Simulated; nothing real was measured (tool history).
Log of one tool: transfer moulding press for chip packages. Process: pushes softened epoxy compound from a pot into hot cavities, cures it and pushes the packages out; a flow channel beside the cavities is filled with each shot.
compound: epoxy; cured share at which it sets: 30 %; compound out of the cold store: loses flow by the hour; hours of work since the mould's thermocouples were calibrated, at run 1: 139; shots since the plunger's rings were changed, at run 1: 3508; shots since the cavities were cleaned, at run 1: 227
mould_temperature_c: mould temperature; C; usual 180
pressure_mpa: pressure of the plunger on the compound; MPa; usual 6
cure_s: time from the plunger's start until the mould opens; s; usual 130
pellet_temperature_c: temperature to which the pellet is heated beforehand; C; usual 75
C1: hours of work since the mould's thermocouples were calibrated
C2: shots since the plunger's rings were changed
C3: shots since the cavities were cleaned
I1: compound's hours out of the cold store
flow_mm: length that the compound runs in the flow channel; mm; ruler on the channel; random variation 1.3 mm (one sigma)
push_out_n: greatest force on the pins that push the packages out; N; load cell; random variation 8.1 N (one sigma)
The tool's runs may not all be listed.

run 1 day=0 | mould_temperature_c=180 pressure_mpa=6 cure_s=130 pellet_temperature_c=75 | C1=139 C2=3508 C3=227 | I1=42.7 | flow_mm=606 push_out_n=451
run 2 day=0.6 | mould_temperature_c=180 pressure_mpa=6 cure_s=130 pellet_temperature_c=75 | C1=146 C2=3611 C3=330 | I1=23.5 | flow_mm=663 push_out_n=499
-- day=0.967 plunger's sealing rings changed
run 3 day=1.638 | mould_temperature_c=180 pressure_mpa=6 cure_s=126 pellet_temperature_c=75 | C1=157 C2=115 C3=490 | I1=45.5 | flow_mm=625 push_out_n=511
run 4 day=2.7 | mould_temperature_c=180 pressure_mpa=5.2 cure_s=126 pellet_temperature_c=75 | C1=170 C2=296 C3=671 | I1=12.2 | flow_mm=678 push_out_n=625
-- day=3.333 cavities cleaned with cleaning compound and waxed
run 5 day=3.5 | mould_temperature_c=180 pressure_mpa=6 cure_s=130 pellet_temperature_c=81 | C1=178 C2=422 C3=29 | I1=22.3 | flow_mm=692 push_out_n=368
run 6 day=4.183 | mould_temperature_c=180 pressure_mpa=6 cure_s=130 pellet_temperature_c=81 | C1=186 C2=539 C3=146 | I1=26.9 | flow_mm=677 push_out_n=398
run 7 day=4.904 | mould_temperature_c=180 pressure_mpa=6 cure_s=147 pellet_temperature_c=75 | C1=195 C2=662 C3=269 | I1=20.5 | flow_mm=699 push_out_n=433
run 8 day=5.504 | mould_temperature_c=180 pressure_mpa=6 cure_s=147 pellet_temperature_c=77 | C1=202 C2=765 C3=372 | I1=11.6 | flow_mm=727 push_out_n=441
run 9 day=6.371 | mould_temperature_c=180 pressure_mpa=6 cure_s=130 pellet_temperature_c=75 | C1=212 C2=913 C3=520 | I1=9.4 | flow_mm=732 push_out_n=541
run 10 day=7.062 | mould_temperature_c=180 pressure_mpa=6 cure_s=130 pellet_temperature_c=75 | C1=220 C2=1031 C3=638 | I1=18.9 | flow_mm=700 push_out_n=560
-- day=7.962 cavities cleaned with cleaning compound and waxed
run 11 day=8.029 | mould_temperature_c=180 pressure_mpa=6 cure_s=130 pellet_temperature_c=75 | C1=231 C2=1186 C3=12 | I1=25.9 | flow_mm=676 push_out_n=370
run 12 day=9.112 | mould_temperature_c=180 pressure_mpa=6 cure_s=130 pellet_temperature_c=66 | C1=244 C2=1371 C3=197 | I1=13.6 | flow_mm=715 push_out_n=463
run 13 day=9.983 | mould_temperature_c=180 pressure_mpa=6 cure_s=130 pellet_temperature_c=75 | C1=254 C2=1520 C3=346 | I1=40.2 | flow_mm=631 push_out_n=474
run 14 day=10.654 | mould_temperature_c=184 pressure_mpa=6 cure_s=130 pellet_temperature_c=75 | C1=262 C2=1634 C3=460 | I1=41.7 | flow_mm=616 push_out_n=452
run 15 day=11.525 | mould_temperature_c=180 pressure_mpa=6.32 cure_s=167 pellet_temperature_c=74 | C1=272 C2=1783 C3=609 | I1=10.9 | flow_mm=739 push_out_n=486
run 16 day=12.167 | mould_temperature_c=180 pressure_mpa=5.76 cure_s=130 pellet_temperature_c=75 | C1=280 C2=1893 C3=719 | I1=11.5 | flow_mm=702 push_out_n=576
-- day=12.521 cavities cleaned with cleaning compound and waxed
run 17 day=12.983 | mould_temperature_c=180 pressure_mpa=6 cure_s=130 pellet_temperature_c=82 | C1=289 C2=2022 C3=80 | I1=20.7 | flow_mm=687 push_out_n=416
run 18 day=13.638 | mould_temperature_c=185 pressure_mpa=6 cure_s=167 pellet_temperature_c=75 | C1=296 C2=2133 C3=191 | I1=36.2 | flow_mm=629 push_out_n=378
run 19 day=14.317 | mould_temperature_c=185 pressure_mpa=6 cure_s=167 pellet_temperature_c=75 | C1=305 C2=2249 C3=307 | I1=11.4 | flow_mm=703 push_out_n=384
run 20 day=14.892 | mould_temperature_c=185 pressure_mpa=6 cure_s=167 pellet_temperature_c=75 | C1=311 C2=2348 C3=406 | I1=14.8 | flow_mm=689 push_out_n=442
run 21 day=15.55 | mould_temperature_c=187 pressure_mpa=4.88 cure_s=133 pellet_temperature_c=75 | C1=319 C2=2460 C3=518 | I1=40.4 | flow_mm=548 push_out_n=465
run 22 day=16.492 | mould_temperature_c=187 pressure_mpa=4.88 cure_s=133 pellet_temperature_c=75 | C1=330 C2=2621 C3=679 | I1=28.8 | flow_mm=577 push_out_n=484

The next listed run, before its measurement:
-- day=17.083 cavities cleaned with cleaning compound and waxed
run 23 day=17.546 | mould_temperature_c=173 pressure_mpa=7.37 cure_s=164 pellet_temperature_c=76 | C1=342 C2=2791 C3=79 | I1=22.9 | flow_mm=? push_out_n=?

flow_mm: 769 mm
push_out_n: 391 N
Without the tool's hidden state the same run would have given flow_mm 794 mm, push_out_n 336 N.

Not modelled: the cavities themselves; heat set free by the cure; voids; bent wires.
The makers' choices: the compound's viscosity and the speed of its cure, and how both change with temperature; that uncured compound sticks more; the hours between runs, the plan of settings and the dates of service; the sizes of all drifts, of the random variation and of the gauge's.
